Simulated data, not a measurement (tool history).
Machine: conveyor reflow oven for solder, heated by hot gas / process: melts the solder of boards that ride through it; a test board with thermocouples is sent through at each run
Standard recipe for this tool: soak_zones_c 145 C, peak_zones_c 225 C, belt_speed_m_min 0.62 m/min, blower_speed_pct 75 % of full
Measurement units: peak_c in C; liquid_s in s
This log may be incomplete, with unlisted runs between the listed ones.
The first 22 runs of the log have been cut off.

run	day	soak_zones_c	peak_zones_c	belt_speed_m_min	blower_speed_pct	peak_c	liquid_s
23	24.204	147	213	0.592	54	200.6	40.2
24	25.012	147	213	0.592	54	200.1	40.5
25	26.038	148	238	0.584	90	231	66.7
26	27.504	153	225	0.704	80	214.6	48.1
27	28.467	153	225	0.704	80	214.3	47.5
28	29.829	145	227	0.62	60	212.4	49.2
# day 30.692: flux residue cleaned out of gas plates and filters
29	31.292	134	225	0.657	75	212.3	43.6
30	32.479	134	224	0.732	58	201.6	28.5
31	33.312	144	224	0.732	58	204.8	34
32	34.208	144	237	0.511	58	226.5	70.8

What if the next run were any one of these 3? Each begins from the tool's condition after run 32:
A	35.412	145	240	0.504	59	?	?
B	35.412	145	222	0.721	58	?	?
C	35.412	143	237	0.511	58	?	?

run	peak_c	liquid_s
A	229.5	75
B	203.2	33.9
C	225.9	70.9
Take away the tool's hidden state, keep each run's random variation, and the runs would have read:
run	peak_c	liquid_s
A	227.3	73.4
B	201.3	31.9
C	223.7	69.2
